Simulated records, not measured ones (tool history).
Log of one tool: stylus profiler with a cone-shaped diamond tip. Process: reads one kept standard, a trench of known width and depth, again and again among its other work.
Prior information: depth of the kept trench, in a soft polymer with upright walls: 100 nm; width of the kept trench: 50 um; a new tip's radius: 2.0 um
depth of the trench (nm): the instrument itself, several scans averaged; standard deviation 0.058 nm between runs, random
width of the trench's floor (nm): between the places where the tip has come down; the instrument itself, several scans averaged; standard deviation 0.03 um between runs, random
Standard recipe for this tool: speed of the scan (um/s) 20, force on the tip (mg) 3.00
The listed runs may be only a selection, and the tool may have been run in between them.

run	hour	speed of the scan (um/s)	force on the tip (mg)	depth of the trench (nm)	width of the trench's floor (nm)
1	0.0	20	3.00	100.56	48560
2	8.2	17	3.00	100.67	48520
3	17.0	20	3.00	100.58	48630
4	30.8	20	3.00	100.56	48610
5	38.7	20	7.22	101.09	48550
6	45.0	21	3.00	100.53	48620
7	54.2	21	3.00	100.46	48600
8	60.9	20	3.00	100.64	48600
9	74.0	20	3.00	100.62	48590
10	86.3	20	7.96	101.19	48620
11	99.7	20	5.90	100.89	48600
12	113.5	20	3.00	100.48	48550
13	128.4	20	3.00	100.56	48600
14	135.2	20	3.00	100.63	48570
15	145.8	20	3.00	100.59	48600
16	160.8	20	3.00	100.56	48550
17	171.8	20	3.00	100.53	48520
18	184.4	20	3.00	100.48	48520
19	190.4	20	3.00	100.59	48540
20	203.8	5	3.00	100.56	48650
21	215.3	20	3.00	100.60	48580
22	222.8	20	3.00	100.58	48570
23	237.6	13	3.00	100.54	48570
24	250.3	13	3.00	100.52	48570
25	258.6	12	1.23	100.30	48560
26	268.1	30	1.75	100.39	48520
27	277.5	30	1.75	100.29	48480
28	289.2	8	3.25	100.51	48640
29	301.1	66	2.09	100.39	48270
30	308.4	66	2.09	100.36	48330
31	321.8	37	4.85	100.77	48480
32	333.1	37	4.85	100.77	48550
# hour 334.5: height scale calibrated on a step standard
33	343.2	7	4.47	100.75	48530
34	354.3	7	4.47	100.70	48650
35	362.7	8	3.00	100.53	48610
# hour 371.0: height scale calibrated on a step standard, once more
36	377.5	7	5.66	101.00	48560
37	383.5	74	6.21	101.06	48390
38	393.8	5	2.42	100.52	48610
39	406.5	15	1.29	100.37	48620
40	419.6	6	1.29	100.38	48610
41	426.1	26	1.29	100.36	48440
42	433.9	20	1.83	100.48	48490
43	440.7	9	8.32	101.25	48590
44	453.7	20	1.99	100.44	48530
45	461.9	20	1.99	100.50	48530
46	469.5	20	1.99	100.48	48520
47	481.9	20	1.99	100.59	48540

Below are 3 alternative next runs, each starting from the tool's condition after run 47. Predict each:
A	494.4	61	7.84	?	?
B	494.4	17	1.14	?	?
C	494.4	47	1.46	?	?

run	depth of the trench (nm)	width of the trench's floor (nm)
A	101.12	48500
B	100.34	48540
C	100.48	48370
Without the tool's hidden state the same runs would have given:
run	depth of the trench (nm)	width of the trench's floor (nm)
A	101.14	48650
B	100.36	48680
C	100.50	48510
